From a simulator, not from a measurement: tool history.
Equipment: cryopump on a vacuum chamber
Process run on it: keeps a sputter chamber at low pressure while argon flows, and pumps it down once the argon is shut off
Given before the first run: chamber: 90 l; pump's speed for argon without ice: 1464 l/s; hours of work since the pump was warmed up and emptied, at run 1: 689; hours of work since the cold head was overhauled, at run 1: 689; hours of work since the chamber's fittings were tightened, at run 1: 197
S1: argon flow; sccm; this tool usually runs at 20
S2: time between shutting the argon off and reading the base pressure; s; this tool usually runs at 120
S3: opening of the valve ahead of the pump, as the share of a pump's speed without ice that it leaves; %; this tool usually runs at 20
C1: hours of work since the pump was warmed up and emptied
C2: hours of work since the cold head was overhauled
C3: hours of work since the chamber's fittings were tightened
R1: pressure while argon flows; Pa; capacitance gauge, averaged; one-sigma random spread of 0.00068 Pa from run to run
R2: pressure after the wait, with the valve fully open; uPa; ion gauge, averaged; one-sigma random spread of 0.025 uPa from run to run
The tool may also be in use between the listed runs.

{"run": 1, "day": 0.0, "S1": 20, "S2": 120, "S3": 20, "C1": 689, "C2": 689, "C3": 197, "R1": 0.1235, "R2": 1.25}
{"run": 2, "day": 1.742, "S1": 20, "S2": 120, "S3": 20, "C1": 714, "C2": 714, "C3": 221, "R1": 0.126, "R2": 1.3}
{"run": 3, "day": 3.425, "S1": 20, "S2": 40, "S3": 20, "C1": 738, "C2": 738, "C3": 245, "R1": 0.1265, "R2": 2.95}
{"run": 4, "day": 4.446, "S1": 20, "S2": 40, "S3": 20, "C1": 752, "C2": 752, "C3": 260, "R1": 0.1256, "R2": 2.95}
{"run": 5, "day": 5.458, "S1": 20, "S2": 146, "S3": 20, "C1": 767, "C2": 767, "C3": 274, "R1": 0.1271, "R2": 1.12}
{"run": 6, "day": 7.362, "S1": 20, "S2": 120, "S3": 49, "C1": 794, "C2": 794, "C3": 301, "R1": 0.0585, "R2": 1.33}
{"day": 8.75, "done": "pump warmed up, emptied and cooled again"}
{"run": 7, "day": 9.833, "S1": 20, "S2": 120, "S3": 20, "C1": 15, "C2": 826, "C3": 333, "R1": 0.1142, "R2": 1.14}
{"run": 8, "day": 11.733, "S1": 20, "S2": 120, "S3": 20, "C1": 42, "C2": 853, "C3": 360, "R1": 0.1164, "R2": 1.21}
{"run": 9, "day": 13.338, "S1": 20, "S2": 120, "S3": 20, "C1": 65, "C2": 875, "C3": 383, "R1": 0.1178, "R2": 1.22}
{"run": 10, "day": 14.488, "S1": 20, "S2": 120, "S3": 20, "C1": 81, "C2": 892, "C3": 399, "R1": 0.1177, "R2": 1.24}
{"run": 11, "day": 16.338, "S1": 20, "S2": 120, "S3": 20, "C1": 108, "C2": 918, "C3": 425, "R1": 0.1178, "R2": 1.22}
{"run": 12, "day": 17.921, "S1": 20, "S2": 120, "S3": 20, "C1": 130, "C2": 940, "C3": 448, "R1": 0.1172, "R2": 1.24}
{"run": 13, "day": 19.675, "S1": 20, "S2": 120, "S3": 50, "C1": 155, "C2": 965, "C3": 472, "R1": 0.0481, "R2": 1.28}
{"run": 14, "day": 21.529, "S1": 20, "S2": 120, "S3": 50, "C1": 181, "C2": 992, "C3": 499, "R1": 0.0489, "R2": 1.28}
{"run": 15, "day": 23.483, "S1": 20, "S2": 120, "S3": 50, "C1": 209, "C2": 1019, "C3": 526, "R1": 0.0492, "R2": 1.31}
{"run": 16, "day": 25.083, "S1": 20, "S2": 120, "S3": 20, "C1": 232, "C2": 1042, "C3": 549, "R1": 0.1181, "R2": 1.29}
{"run": 17, "day": 26.683, "S1": 20, "S2": 120, "S3": 20, "C1": 254, "C2": 1065, "C3": 572, "R1": 0.1182, "R2": 1.35}
{"run": 18, "day": 28.625, "S1": 20, "S2": 180, "S3": 37, "C1": 282, "C2": 1092, "C3": 599, "R1": 0.0665, "R2": 1.09}
{"run": 19, "day": 30.55, "S1": 20, "S2": 120, "S3": 22, "C1": 309, "C2": 1119, "C3": 627, "R1": 0.1077, "R2": 1.36}
{"run": 20, "day": 31.579, "S1": 29, "S2": 88, "S3": 51, "C1": 324, "C2": 1134, "C3": 641, "R1": 0.0709, "R2": 1.68}

Expected results for the next run?
{"run": 21, "day": 33.879, "S1": 20, "S2": 23, "S3": 20, "C1": 356, "C2": 1167, "C3": 674, "R1": "?", "R2": "?"}

R1: 0.1201 Pa
R2: 4.97 uPa
Minus the tool's unlogged condition, the same run would have read R1 0.1157 Pa, R2 4.58 uPa.
